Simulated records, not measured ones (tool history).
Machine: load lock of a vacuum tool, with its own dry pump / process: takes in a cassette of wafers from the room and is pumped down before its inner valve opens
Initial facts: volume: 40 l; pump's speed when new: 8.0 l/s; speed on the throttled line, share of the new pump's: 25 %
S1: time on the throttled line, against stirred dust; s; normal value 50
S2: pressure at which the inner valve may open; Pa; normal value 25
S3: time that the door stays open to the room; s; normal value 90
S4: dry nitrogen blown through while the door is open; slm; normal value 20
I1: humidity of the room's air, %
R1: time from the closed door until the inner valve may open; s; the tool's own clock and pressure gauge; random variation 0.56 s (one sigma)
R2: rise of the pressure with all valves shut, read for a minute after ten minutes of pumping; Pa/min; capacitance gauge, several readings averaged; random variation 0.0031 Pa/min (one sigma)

{"run": 1, "hour": 0.0, "S1": 50, "S2": 25, "S3": 90, "S4": 20, "I1": 47, "R1": 84.6, "R2": 0.08}
{"run": 2, "hour": 365.2, "S1": 27, "S2": 25, "S3": 90, "S4": 20, "I1": 43.9, "R1": 67.1, "R2": 0.082}
{"run": 3, "hour": 630.9, "S1": 27, "S2": 25, "S3": 90, "S4": 20, "I1": 47.5, "R1": 67.5, "R2": 0.089}
{"run": 4, "hour": 971.9, "S1": 27, "S2": 25, "S3": 90, "S4": 20, "I1": 45.3, "R1": 68.1, "R2": 0.086}
{"run": 5, "hour": 1179.3, "S1": 27, "S2": 25, "S3": 90, "S4": 20, "I1": 42.6, "R1": 67.9, "R2": 0.084}
{"run": 6, "hour": 1372.2, "S1": 50, "S2": 25, "S3": 33, "S4": 20, "I1": 41.4, "R1": 84.9, "R2": 0.062}
{"run": 7, "hour": 1674.2, "S1": 50, "S2": 25, "S3": 33, "S4": 20, "I1": 44.7, "R1": 83.8, "R2": 0.056}
{"run": 8, "hour": 1902.2, "S1": 50, "S2": 18, "S3": 33, "S4": 20, "I1": 43.6, "R1": 85.8, "R2": 0.064}
{"run": 9, "hour": 2104.0, "S1": 50, "S2": 18, "S3": 33, "S4": 20, "I1": 43.6, "R1": 87, "R2": 0.063}
{"run": 10, "hour": 2326.8, "S1": 50, "S2": 25, "S3": 90, "S4": 20, "I1": 40.2, "R1": 85.3, "R2": 0.091}
{"run": 11, "hour": 2545.8, "S1": 50, "S2": 25, "S3": 90, "S4": 20, "I1": 44.5, "R1": 84.4, "R2": 0.101}
{"run": 12, "hour": 2904.4, "S1": 50, "S2": 25, "S3": 90, "S4": 20, "I1": 44.7, "R1": 84.1, "R2": 0.108}

Expected results for the next run?
{"run": 13, "hour": 3201.9, "S1": 50, "S2": 25, "S3": 90, "S4": 20, "I1": 44.3, "R1": "?", "R2": "?"}

Run 13 measured R1 85.2 s, R2 0.106 Pa/min.
With the hidden condition absent and the run-to-run variation left alone, this run would have shown R1 79.2 s, R2 0.061 Pa/min.

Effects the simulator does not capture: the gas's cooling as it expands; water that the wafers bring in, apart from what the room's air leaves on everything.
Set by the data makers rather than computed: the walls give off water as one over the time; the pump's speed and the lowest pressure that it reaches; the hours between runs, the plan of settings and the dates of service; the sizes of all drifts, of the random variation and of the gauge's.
